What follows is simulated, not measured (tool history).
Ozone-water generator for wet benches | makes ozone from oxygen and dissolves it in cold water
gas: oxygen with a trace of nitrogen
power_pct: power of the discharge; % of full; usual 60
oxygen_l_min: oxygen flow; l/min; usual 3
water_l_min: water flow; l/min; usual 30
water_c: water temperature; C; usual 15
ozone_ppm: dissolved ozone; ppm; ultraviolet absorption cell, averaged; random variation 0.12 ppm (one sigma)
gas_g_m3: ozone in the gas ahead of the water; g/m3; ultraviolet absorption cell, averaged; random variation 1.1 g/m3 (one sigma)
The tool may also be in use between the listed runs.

| run | hour | power_pct | oxygen_l_min | water_l_min | water_c | ozone_ppm | gas_g_m3 |
|---|---|---|---|---|---|---|---|
| 1 | 0 | 60 | 3 | 30 | 15 | 10.6 | 203 |
| 2 | 39.4 | 60 | 3 | 30 | 15 | 10.6 | 200.2 |
| 3 | 98.3 | 60 | 3 | 30 | 15 | 10.5 | 199.7 |
| 4 | 146.7 | 60 | 3 | 30 | 15 | 10.4 | 197.3 |
| 5 | 174.4 | 60 | 3 | 30 | 15 | 10.5 | 199.6 |
| 6 | 208.8 | 60 | 3 | 30 | 15 | 10.7 | 200.6 |
| 7 | 241.8 | 60 | 3 | 30 | 15 | 10.6 | 198.8 |
| 8 | 292.1 | 60 | 3 | 30 | 15 | 10.3 | 199.4 |
| 9 | 324.9 | 60 | 3 | 30 | 15 | 10.4 | 197 |
| 10 | 366.8 | 60 | 3 | 30 | 15 | 10.3 | 198.8 |
| 11 | 423.8 | 89 | 3 | 30 | 15 | 14.4 | 277.5 |
| 12 | 471.7 | 89 | 3 | 30 | 15 | 14.3 | 275.9 |
| 13 | 527.8 | 60 | 3 | 23 | 15 | 13.2 | 196.9 |
| 14 | 560.4 | 60 | 3 | 30 | 15 | 10.3 | 197.7 |
| 15 | 609.9 | 60 | 3 | 30 | 15 | 10.1 | 196.3 |
| 16 | 665.6 | 75 | 3 | 30 | 15 | 12.1 | 237.1 |
| 17 | 722.1 | 68 | 3 | 30 | 15 | 11.3 | 218.6 |
| 18 | 768.9 | 68 | 3 | 30 | 15 | 11.4 | 218.8 |
| 19 | 816.2 | 74 | 3 | 30 | 8 | 12.4 | 235.6 |

The next listed run, before its measurement:
|  | 855.8 | contactor cleaned |
| 20 | 873.4 | 74 | 3 | 30 | 8 | ? | ? |

Run 20 gave ozone_ppm 13.9 ppm, gas_g_m3 235.3 g/m3.
Without the tool's hidden state the same run would have given ozone_ppm 14.5 ppm, gas_g_m3 243.3 g/m3.
